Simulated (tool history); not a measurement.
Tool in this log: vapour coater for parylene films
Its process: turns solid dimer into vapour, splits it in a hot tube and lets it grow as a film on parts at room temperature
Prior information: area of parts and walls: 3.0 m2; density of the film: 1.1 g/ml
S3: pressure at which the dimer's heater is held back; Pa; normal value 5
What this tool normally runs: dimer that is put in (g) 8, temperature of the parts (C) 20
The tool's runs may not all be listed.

{"run": 1, "hour": 0.0, "dimer that is put in (g)": 8, "temperature of the parts (C)": 20, "S3": 5, "thickness of the film (µm)": 1.33}
{"run": 2, "hour": 36.0, "dimer that is put in (g)": 8, "temperature of the parts (C)": 20, "S3": 5, "thickness of the film (µm)": 1.26}
{"run": 3, "hour": 92.2, "dimer that is put in (g)": 8, "temperature of the parts (C)": 20, "S3": 5, "thickness of the film (µm)": 1.28}
{"run": 4, "hour": 154.8, "dimer that is put in (g)": 8, "temperature of the parts (C)": 20, "S3": 5, "thickness of the film (µm)": 1.28}
{"run": 5, "hour": 219.3, "dimer that is put in (g)": 8, "temperature of the parts (C)": 20, "S3": 5, "thickness of the film (µm)": 1.23}
{"hour": 278.8, "done": "trap's valve overhauled"}
{"run": 6, "hour": 288.3, "dimer that is put in (g)": 8, "temperature of the parts (C)": 20, "S3": 5, "thickness of the film (µm)": 1.29}
{"run": 7, "hour": 357.6, "dimer that is put in (g)": 8, "temperature of the parts (C)": 20, "S3": 5, "thickness of the film (µm)": 1.27}
{"run": 8, "hour": 409.4, "dimer that is put in (g)": 8, "temperature of the parts (C)": 20, "S3": 5, "thickness of the film (µm)": 1.25}
{"run": 9, "hour": 455.8, "dimer that is put in (g)": 5, "temperature of the parts (C)": 18, "S3": 5.98, "thickness of the film (µm)": 0.82}
{"run": 10, "hour": 519.5, "dimer that is put in (g)": 3, "temperature of the parts (C)": 25, "S3": 8.37, "thickness of the film (µm)": 0.37}
{"hour": 554.4, "done": "trap's valve overhauled"}
{"run": 11, "hour": 564.9, "dimer that is put in (g)": 3, "temperature of the parts (C)": 25, "S3": 8.37, "thickness of the film (µm)": 0.39}
{"run": 12, "hour": 617.0, "dimer that is put in (g)": 6, "temperature of the parts (C)": 20, "S3": 10.49, "thickness of the film (µm)": 0.81}
{"run": 13, "hour": 685.3, "dimer that is put in (g)": 6, "temperature of the parts (C)": 20, "S3": 10.49, "thickness of the film (µm)": 0.8}
{"run": 14, "hour": 717.9, "dimer that is put in (g)": 6, "temperature of the parts (C)": 20, "S3": 10.49, "thickness of the film (µm)": 0.83}
{"hour": 747.1, "done": "table's thermometer calibrated"}
{"run": 15, "hour": 748.3, "dimer that is put in (g)": 8, "temperature of the parts (C)": 19, "S3": 5.87, "thickness of the film (µm)": 1.19}

Forecast each of these 3 alternatives for the next run:
{"run": "A", "hour": 794.6, "dimer that is put in (g)": 8, "temperature of the parts (C)": 20, "S3": 4.22, "thickness of the film (µm)": "?"}
{"run": "B", "hour": 794.6, "dimer that is put in (g)": 10, "temperature of the parts (C)": 21, "S3": 3.26, "thickness of the film (µm)": "?"}
{"run": "C", "hour": 794.6, "dimer that is put in (g)": 11, "temperature of the parts (C)": 13, "S3": 2.97, "thickness of the film (µm)": "?"}

run=A thickness_of_the_film_(µm)=1.33
run=B thickness_of_the_film_(µm)=1.75
run=C thickness_of_the_film_(µm)=2.16
With the hidden condition removed and each run's random variation left untouched, the same runs would have given:
run=A thickness_of_the_film_(µm)=1.33
run=B thickness_of_the_film_(µm)=1.76
run=C thickness_of_the_film_(µm)=2.16
